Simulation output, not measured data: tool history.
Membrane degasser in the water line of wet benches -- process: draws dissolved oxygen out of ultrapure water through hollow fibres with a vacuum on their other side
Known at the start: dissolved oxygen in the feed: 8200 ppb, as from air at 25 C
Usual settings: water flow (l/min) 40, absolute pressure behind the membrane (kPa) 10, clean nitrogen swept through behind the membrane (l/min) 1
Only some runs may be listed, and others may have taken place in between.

run     day  water flow (l/min)  absolute pressure behind the membrane (kPa)  clean nitrogen swept through behind the membrane (l/min)  dissolved oxygen in the water behind the degasser (ppb)  pressure that the water loses in the fibres (kPa)
  1       0                  40                                           10                                                         1                                                    565.9                                              32.78
  2   2.692                  49                                           10                                                         1                                                    690.5                                              40.69
  3   4.396                  40                                          6.5                                                         1                                                    315.1                                              32.79
  4   8.271                  40                                          6.5                                                         1                                                    314.9                                              32.83
  5    10.2                  40                                         10.3                                                         1                                                    592.5                                              32.77
  6  13.767                  40                                         10.3                                                         1                                                    597.4                                              33.07
  7  16.933                  40                                         10.3                                                         1                                                    594.9                                              32.93
  8  19.404                  40                                           10                                                         1                                                    572.4                                              33.15
  9  22.408                  40                                           10                                                         1                                                    572.6                                              32.96
 10  26.067                  40                                           10                                                         1                                                    571.8                                              33.17
 11  28.288                  40                                           10                                                         1                                                    574.9                                              32.91
 12  31.629                  40                                           10                                                         1                                                    575.9                                              32.91
 13   35.45                  25                                           10                                                         1                                                    373.2                                              20.76
 14  38.571                  40                                           10                                                      0.53                                                    871.3                                              33.29
 15  42.392                  40                                           10                                                      2.96                                                    255.3                                              33.36
 16  46.033                  40                                           10                                                      2.96                                                    254.1                                              33.34
 17  49.046                  29                                         17.4                                                      2.74                                                    356.6                                              24.05
 18   51.05                  54                                          8.8                                                      1.47                                                    522.8                                              44.59
 19  53.733                  54                                          8.8                                                      1.47                                                    519.7                                              44.94
 20  56.738                  40                                         20.2                                                         1                                                   1253.9                                                 33
     58.154  -- vacuum gauge calibrated
 21  60.679                  40                                         20.2                                                      2.34                                                    653.6                                              32.88
 22  64.462                  40                                         20.2                                                      2.34                                                    649.7                                              33.15
 23  67.717                  30                                          9.9                                                      1.94                                                    242.6                                              25.05
 24  71.112                  24                                         12.9                                                      2.68                                                    206.4                                              20.06
 25  73.854                  50                                         10.1                                                      2.48                                                    381.4                                              41.63
 26  76.033                  50                                         10.1                                                      2.48                                                    381.6                                              41.73
 27  78.471                  43                                         10.1                                                      2.48                                                    313.5                                              36.13
 28  80.562                  36                                         17.4                                                       0.5                                                   1539.2                                                 30
 29  84.346                  58                                           10                                                         1                                                    797.1                                              48.27
 30  86.608                  52                                           11                                                         1                                                    799.8                                              43.41
 31  90.221                  50                                         13.5                                                      0.55                                                   1400.4                                              41.49

Some steps in dissolved oxygen in the water behind the degasser (ppb), run to run, broken into two amounts with sign: the step expected even without the hidden condition (settings, incoming material, random variation), and the rest, left for the hidden condition together with whatever gauge scatter is not in both the measured and the hidden-condition-free result:
Hidden state at play: membrane still open, %; true pressure behind the membrane over the reading, kPa; air that leaks in behind the membrane, l/min; drift of the gauge itself on oxygen_ppb, %; drift of the gauge itself on loss_of_pressure_kpa, %.
Run 13 -> 14: water flow (l/min) 25 -> 40, clean nitrogen swept through behind the membrane (l/min) 1 -> 0.53. dissolved oxygen in the water behind the degasser (ppb) +498.1: hidden state +19.1, all else +479.
Run 14 -> 15: clean nitrogen swept through behind the membrane (l/min) 0.53 -> 2.96. dissolved oxygen in the water behind the degasser (ppb) -616: hidden state -21.5, all else -594.5.
Run 17 -> 18: water flow (l/min) 29 -> 54, absolute pressure behind the membrane (kPa) 17.4 -> 8.8, clean nitrogen swept through behind the membrane (l/min) 2.74 -> 1.47. dissolved oxygen in the water behind the degasser (ppb) +166.2: hidden state +20.5, all else +145.7.
Run 19 -> 20: water flow (l/min) 54 -> 40, absolute pressure behind the membrane (kPa) 8.8 -> 20.2, clean nitrogen swept through behind the membrane (l/min) 1.47 -> 1. dissolved oxygen in the water behind the degasser (ppb) +734.2: hidden state -6.7, all else +740.9.
Run 27 -> 28: water flow (l/min) 43 -> 36, absolute pressure behind the membrane (kPa) 10.1 -> 17.4, clean nitrogen swept through behind the membrane (l/min) 2.48 -> 0.5. dissolved oxygen in the water behind the degasser (ppb) +1225.7: hidden state -4.7, all else +1230.4.
Run 28 -> 29: water flow (l/min) 36 -> 58, absolute pressure behind the membrane (kPa) 17.4 -> 10, clean nitrogen swept through behind the membrane (l/min) 0.5 -> 1. dissolved oxygen in the water behind the degasser (ppb) -742.1: hidden state +10.9, all else -753.

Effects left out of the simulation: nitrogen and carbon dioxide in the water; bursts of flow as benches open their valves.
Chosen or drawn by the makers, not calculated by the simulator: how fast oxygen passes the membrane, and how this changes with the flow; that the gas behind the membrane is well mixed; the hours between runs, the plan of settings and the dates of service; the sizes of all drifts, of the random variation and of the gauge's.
